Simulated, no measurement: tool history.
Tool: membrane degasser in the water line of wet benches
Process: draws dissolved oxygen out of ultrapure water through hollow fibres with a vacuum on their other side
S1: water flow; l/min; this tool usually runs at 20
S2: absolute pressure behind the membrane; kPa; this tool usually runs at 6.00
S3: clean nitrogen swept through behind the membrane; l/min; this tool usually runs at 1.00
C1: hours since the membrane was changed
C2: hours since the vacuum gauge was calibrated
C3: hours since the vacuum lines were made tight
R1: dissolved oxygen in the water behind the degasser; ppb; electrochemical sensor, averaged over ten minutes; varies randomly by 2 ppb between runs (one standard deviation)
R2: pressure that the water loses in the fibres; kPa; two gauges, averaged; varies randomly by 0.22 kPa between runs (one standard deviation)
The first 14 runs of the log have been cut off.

run     day  S1     S2    S3    C1    C2    C3     R1     R2
 15  39.733  20   6.00  1.10  1940  7382  3576  194.1  54.00
 16  43.588  20   6.00  1.58  2032  7474  3669  160.6  53.97
 17  46.217  20   6.00  1.58  2095  7538  3732  156.5  53.79
 18  47.967  18  11.76  1.00  2137  7580  3774  402.1  48.75
 19  50.654  30   6.00  1.91  2202  7644  3838  285.1  81.31
 20  53.154  20   5.80  1.00  2262  7704  3898  192.6  54.18
 21  55.204  26   7.84  1.47  2311  7753  3947  321.2  70.28
 22  59.117  17   6.29  0.48  2405  7847  4041  268.5  46.10
 23  62.950  26  10.23  1.00  2497  7939  4133  503.2  70.74
 24  66.267  14  10.46  1.00  2576  8019  4213  254.9  38.02
 25  70.058  14  10.46  1.00  2667  8110  4304  258.1  37.88
 26  71.825  14  10.46  1.00  2710  8152  4346  262.1  37.85
 27  73.862  20   4.24  0.66  2759  8201  4395  143.7  54.29
 28  77.300  30   6.83  2.74  2841  8284  4478  283.6  81.78
 29  79.408  30   6.83  2.74  2892  8334  4528  275.9  81.27
 30  81.692  29   6.83  2.74  2947  8389  4583  261.0  78.34

Run 31 has not been measured yet. What should we expect?
 31  83.821  13  4.67  1.00  2998  8440  4634   ?   ?

R1: 69.7 ppb
R2: 35.42 kPa
On a tool with no hidden condition, and with the same random variation, this run would have come out at R1 69.6 ppb, R2 34.74 kPa.
